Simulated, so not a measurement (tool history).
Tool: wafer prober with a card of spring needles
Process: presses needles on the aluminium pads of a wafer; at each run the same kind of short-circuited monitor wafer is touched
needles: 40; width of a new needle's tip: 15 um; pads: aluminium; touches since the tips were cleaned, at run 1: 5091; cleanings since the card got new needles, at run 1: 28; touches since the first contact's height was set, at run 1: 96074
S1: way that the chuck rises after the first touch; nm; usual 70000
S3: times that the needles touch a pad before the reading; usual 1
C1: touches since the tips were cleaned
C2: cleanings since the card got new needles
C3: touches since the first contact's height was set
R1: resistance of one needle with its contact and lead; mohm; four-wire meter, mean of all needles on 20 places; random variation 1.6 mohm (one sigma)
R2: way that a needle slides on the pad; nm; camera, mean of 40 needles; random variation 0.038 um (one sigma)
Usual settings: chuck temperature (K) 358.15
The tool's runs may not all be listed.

run 1 hour=0.0 | S1=70000 chuck_temperature_(K)=358.15 S3=1 | C1=5091 C2=28 C3=96074 | R1=157 R2=17370
-- hour=3.7 tips cleaned on abrasive film
run 2 hour=10.6 | S1=70000 chuck_temperature_(K)=358.15 S3=2 | C1=2323 C2=29 C3=99588 | R1=158 R2=17470
-- hour=22.7 tips cleaned on abrasive film
run 3 hour=32.8 | S1=70000 chuck_temperature_(K)=358.15 S3=2 | C1=3365 C2=30 C3=106977 | R1=162 R2=17370
-- hour=42.4 tips cleaned on abrasive film
-- hour=48.4 height of the first contact set anew
run 4 hour=52.8 | S1=70000 chuck_temperature_(K)=358.15 S3=2 | C1=3388 C2=31 C3=1476 | R1=157 R2=17430
-- hour=62.5 tips cleaned on abrasive film
run 5 hour=73.1 | S1=70000 chuck_temperature_(K)=358.15 S3=2 | C1=3542 C2=32 C3=8222 | R1=157 R2=17360
-- hour=82.3 tips cleaned on abrasive film
run 6 hour=89.8 | S1=70000 chuck_temperature_(K)=358.15 S3=2 | C1=2506 C2=33 C3=13767 | R1=158 R2=17430
-- hour=103.2 tips cleaned on abrasive film
run 7 hour=104.1 | S1=70000 chuck_temperature_(K)=358.15 S3=2 | C1=279 C2=34 C3=18501 | R1=156 R2=17440
run 8 hour=116.1 | S1=70000 chuck_temperature_(K)=358.15 S3=1 | C1=4304 C2=34 C3=22526 | R1=160 R2=17510
-- hour=122.4 tips cleaned on abrasive film
run 9 hour=139.1 | S1=70000 chuck_temperature_(K)=358.15 S3=1 | C1=5574 C2=35 C3=30186 | R1=157 R2=17450
-- hour=142.2 tips cleaned on abrasive film
run 10 hour=158.4 | S1=70000 chuck_temperature_(K)=358.15 S3=2 | C1=5442 C2=36 C3=36619 | R1=160 R2=17400
-- hour=161.7 tips cleaned on abrasive film
run 11 hour=170.0 | S1=70000 chuck_temperature_(K)=303.15 S3=2 | C1=2759 C2=37 C3=40432 | R1=150 R2=17420
run 12 hour=180.1 | S1=81000 chuck_temperature_(K)=358.15 S3=1 | C1=6146 C2=37 C3=43819 | R1=158 R2=20200
-- hour=181.2 tips cleaned on abrasive film
run 13 hour=199.3 | S1=81000 chuck_temperature_(K)=358.15 S3=1 | C1=6036 C2=38 C3=50210 | R1=159 R2=20240
-- hour=201.0 tips cleaned on abrasive film
run 14 hour=213.4 | S1=81000 chuck_temperature_(K)=358.15 S3=1 | C1=4142 C2=39 C3=54890 | R1=161 R2=20240
-- hour=219.9 tips cleaned on abrasive film
run 15 hour=231.2 | S1=81000 chuck_temperature_(K)=358.15 S3=1 | C1=3777 C2=40 C3=60800 | R1=159 R2=20230
-- hour=239.4 tips cleaned on abrasive film
run 16 hour=251.3 | S1=81000 chuck_temperature_(K)=358.15 S3=1 | C1=3980 C2=41 C3=67494 | R1=158 R2=20140
-- hour=259.4 tips cleaned on abrasive film
run 17 hour=261.2 | S1=81000 chuck_temperature_(K)=358.15 S3=1 | C1=626 C2=42 C3=70780 | R1=161 R2=20230
run 18 hour=271.4 | S1=81000 chuck_temperature_(K)=358.15 S3=1 | C1=4035 C2=42 C3=74189 | R1=163 R2=20300
-- hour=279.7 tips cleaned on abrasive film
run 19 hour=293.7 | S1=68000 chuck_temperature_(K)=348.15 S3=2 | C1=4688 C2=43 C3=81620 | R1=156 R2=16960
-- hour=299.4 tips cleaned on abrasive film
run 20 hour=303.7 | S1=70000 chuck_temperature_(K)=335.15 S3=1 | C1=1441 C2=44 C3=84903 | R1=156 R2=17500
-- hour=318.7 tips cleaned on abrasive film
run 21 hour=324.4 | S1=70000 chuck_temperature_(K)=325.15 S3=2 | C1=1913 C2=45 C3=91819 | R1=150 R2=17530
-- hour=338.4 tips cleaned on abrasive film
run 22 hour=342.2 | S1=70000 chuck_temperature_(K)=325.15 S3=2 | C1=1277 C2=46 C3=97712 | R1=153 R2=17520
run 23 hour=351.9 | S1=54000 chuck_temperature_(K)=358.15 S3=1 | C1=4523 C2=46 C3=100958 | R1=162 R2=13520
-- hour=358.5 tips cleaned on abrasive film
run 24 hour=365.8 | S1=54000 chuck_temperature_(K)=358.15 S3=1 | C1=2434 C2=47 C3=105572 | R1=162 R2=13520
-- hour=378.2 tips cleaned on abrasive film
-- hour=386.1 height of the first contact set anew
run 25 hour=387.7 | S1=54000 chuck_temperature_(K)=358.15 S3=1 | C1=3063 C2=48 C3=532 | R1=161 R2=13510
-- hour=397.8 tips cleaned on abrasive film
run 26 hour=404.9 | S1=72000 chuck_temperature_(K)=327.15 S3=2 | C1=2384 C2=49 C3=6249 | R1=155 R2=18060
-- hour=417.6 tips cleaned on abrasive film
run 27 hour=427.4 | S1=72000 chuck_temperature_(K)=327.15 S3=2 | C1=3265 C2=50 C3=13744 | R1=154 R2=18030
-- hour=436.5 tips cleaned on abrasive film
run 28 hour=446.1 | S1=72000 chuck_temperature_(K)=327.15 S3=2 | C1=3193 C2=51 C3=19957 | R1=157 R2=18060
-- hour=456.6 tips cleaned on abrasive film
run 29 hour=462.1 | S1=51000 chuck_temperature_(K)=327.15 S3=2 | C1=1845 C2=52 C3=25271 | R1=153 R2=12780
-- hour=477.2 tips cleaned on abrasive film
run 30 hour=481.3 | S1=87000 chuck_temperature_(K)=358.15 S3=1 | C1=1374 C2=53 C3=31665 | R1=161 R2=21850
-- hour=497.5 tips cleaned on abrasive film
run 31 hour=503.8 | S1=87000 chuck_temperature_(K)=358.15 S3=1 | C1=2109 C2=54 C3=39158 | R1=157 R2=21770
-- hour=517.1 tips cleaned on abrasive film
run 32 hour=520.0 | S1=87000 chuck_temperature_(K)=358.15 S3=1 | C1=962 C2=55 C3=44536 | R1=160 R2=21730
-- hour=536.3 tips cleaned on abrasive film
run 33 hour=540.6 | S1=75000 chuck_temperature_(K)=369.15 S3=3 | C1=1436 C2=56 C3=51380 | R1=159 R2=18860

4 ways to go on from here, each from the tool as it stands after run 33. What would each give?
-- hour=555.4 tips cleaned on abrasive film
run A hour=560.3 | S1=59000 chuck_temperature_(K)=358.15 S3=1 | C1=1653 C2=57 C3=57941 | R1=? R2=?
-- hour=555.4 tips cleaned on abrasive film
run B hour=560.3 | S1=62000 chuck_temperature_(K)=369.15 S3=3 | C1=1653 C2=57 C3=57941 | R1=? R2=?
-- hour=555.4 tips cleaned on abrasive film
run C hour=560.3 | S1=61000 chuck_temperature_(K)=369.15 S3=3 | C1=1653 C2=57 C3=57941 | R1=? R2=?
-- hour=555.4 tips cleaned on abrasive film
run D hour=560.3 | S1=67000 chuck_temperature_(K)=305.15 S3=3 | C1=1653 C2=57 C3=57941 | R1=? R2=?

run=A R1=156 R2=14780
run=B R1=162 R2=15620
run=C R1=164 R2=15290
run=D R1=149 R2=16820
Without the tool's hidden state the same runs would have given:
run=A R1=156 R2=14600
run=B R1=161 R2=15430
run=C R1=164 R2=15100
run=D R1=149 R2=16610

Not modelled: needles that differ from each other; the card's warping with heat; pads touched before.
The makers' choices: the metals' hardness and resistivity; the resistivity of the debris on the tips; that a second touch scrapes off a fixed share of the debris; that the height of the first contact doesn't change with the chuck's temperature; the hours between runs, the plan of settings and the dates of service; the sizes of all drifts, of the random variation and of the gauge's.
